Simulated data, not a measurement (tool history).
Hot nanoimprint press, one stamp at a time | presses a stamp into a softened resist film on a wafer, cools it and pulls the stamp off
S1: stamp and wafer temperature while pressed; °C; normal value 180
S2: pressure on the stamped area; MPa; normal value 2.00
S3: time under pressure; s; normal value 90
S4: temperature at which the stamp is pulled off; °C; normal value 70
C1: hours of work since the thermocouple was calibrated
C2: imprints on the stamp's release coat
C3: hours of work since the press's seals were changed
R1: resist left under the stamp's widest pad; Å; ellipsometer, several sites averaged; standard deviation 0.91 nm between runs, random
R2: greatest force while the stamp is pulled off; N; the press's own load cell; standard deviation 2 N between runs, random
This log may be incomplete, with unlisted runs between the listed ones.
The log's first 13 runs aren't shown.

{"day": 14.196, "done": "stamp cleaned and given a new release coat"}
{"run": 14, "day": 14.754, "S1": 178, "S2": 2.0, "S3": 50, "S4": 58, "C1": 89, "C2": 41, "C3": 884, "R1": 2818, "R2": 120}
{"run": 15, "day": 15.908, "S1": 178, "S2": 2.0, "S3": 50, "S4": 58, "C1": 109, "C2": 126, "C3": 904, "R1": 2796, "R2": 123}
{"run": 16, "day": 16.846, "S1": 175, "S2": 2.75, "S3": 90, "S4": 70, "C1": 125, "C2": 195, "C3": 920, "R1": 2284, "R2": 111}
{"run": 17, "day": 18.2, "S1": 191, "S2": 2.75, "S3": 142, "S4": 70, "C1": 149, "C2": 295, "C3": 944, "R1": 1187, "R2": 109}
{"day": 19.417, "done": "press's hydraulic seals changed and the load cell set to zero"}
{"run": 18, "day": 19.5, "S1": 174, "S2": 2.26, "S3": 72, "S4": 70, "C1": 165, "C2": 366, "C3": 1, "R1": 2687, "R2": 112}
{"run": 19, "day": 20.738, "S1": 174, "S2": 2.26, "S3": 72, "S4": 70, "C1": 187, "C2": 457, "C3": 23, "R1": 2666, "R2": 110}
{"run": 20, "day": 22.067, "S1": 184, "S2": 2.89, "S3": 140, "S4": 57, "C1": 210, "C2": 555, "C3": 46, "R1": 1436, "R2": 120}
{"run": 21, "day": 22.933, "S1": 184, "S2": 2.89, "S3": 140, "S4": 57, "C1": 225, "C2": 619, "C3": 61, "R1": 1432, "R2": 123}
{"day": 23.612, "done": "stamp cleaned and given a new release coat"}
{"run": 22, "day": 24.392, "S1": 180, "S2": 1.38, "S3": 47, "S4": 74, "C1": 246, "C2": 57, "C3": 82, "R1": 3052, "R2": 109}
{"run": 23, "day": 25.054, "S1": 180, "S2": 1.38, "S3": 47, "S4": 74, "C1": 258, "C2": 106, "C3": 94, "R1": 3055, "R2": 107}
{"run": 24, "day": 26.158, "S1": 181, "S2": 2.76, "S3": 115, "S4": 75, "C1": 277, "C2": 187, "C3": 113, "R1": 1749, "R2": 106}
{"day": 26.8, "done": "plate thermocouple calibrated"}
{"run": 25, "day": 27.562, "S1": 172, "S2": 2.0, "S3": 166, "S4": 70, "C1": 13, "C2": 282, "C3": 135, "R1": 2363, "R2": 109}
{"run": 26, "day": 28.988, "S1": 172, "S2": 2.0, "S3": 166, "S4": 70, "C1": 38, "C2": 387, "C3": 160, "R1": 2346, "R2": 115}
{"run": 27, "day": 29.608, "S1": 172, "S2": 2.0, "S3": 166, "S4": 70, "C1": 49, "C2": 432, "C3": 171, "R1": 2344, "R2": 112}
{"run": 28, "day": 31.071, "S1": 180, "S2": 2.42, "S3": 90, "S4": 70, "C1": 74, "C2": 540, "C3": 197, "R1": 2082, "R2": 110}
{"run": 29, "day": 32.108, "S1": 180, "S2": 1.96, "S3": 88, "S4": 58, "C1": 93, "C2": 617, "C3": 215, "R1": 2297, "R2": 119}
{"day": 32.808, "done": "stamp cleaned and given a new release coat"}
{"run": 30, "day": 33.504, "S1": 185, "S2": 1.68, "S3": 88, "S4": 58, "C1": 112, "C2": 51, "C3": 235, "R1": 2154, "R2": 120}

Consider 4 possible next runs. They are alternatives, not a sequence: every one starts from the tool as it was left by run 30. What does each give?
{"run": "A", "day": 34.854, "S1": 185, "S2": 1.68, "S3": 88, "S4": 58, "C1": 136, "C2": 151, "C3": 258, "R1": "?", "R2": "?"}
{"run": "B", "day": 34.854, "S1": 188, "S2": 1.68, "S3": 88, "S4": 67, "C1": 136, "C2": 151, "C3": 258, "R1": "?", "R2": "?"}
{"run": "C", "day": 34.854, "S1": 168, "S2": 2.0, "S3": 90, "S4": 70, "C1": 136, "C2": 151, "C3": 258, "R1": "?", "R2": "?"}
{"run": "D", "day": 34.854, "S1": 188, "S2": 1.68, "S3": 63, "S4": 64, "C1": 136, "C2": 151, "C3": 258, "R1": "?", "R2": "?"}

run=A R1=2164 R2=122
run=B R1=1982 R2=114
run=C R1=3046 R2=113
run=D R1=2220 R2=114
With the hidden condition removed and each run's random variation left untouched, the same runs would have given:
run=A R1=2165 R2=122
run=B R1=1982 R2=114
run=C R1=3047 R2=112
run=D R1=2221 R2=114

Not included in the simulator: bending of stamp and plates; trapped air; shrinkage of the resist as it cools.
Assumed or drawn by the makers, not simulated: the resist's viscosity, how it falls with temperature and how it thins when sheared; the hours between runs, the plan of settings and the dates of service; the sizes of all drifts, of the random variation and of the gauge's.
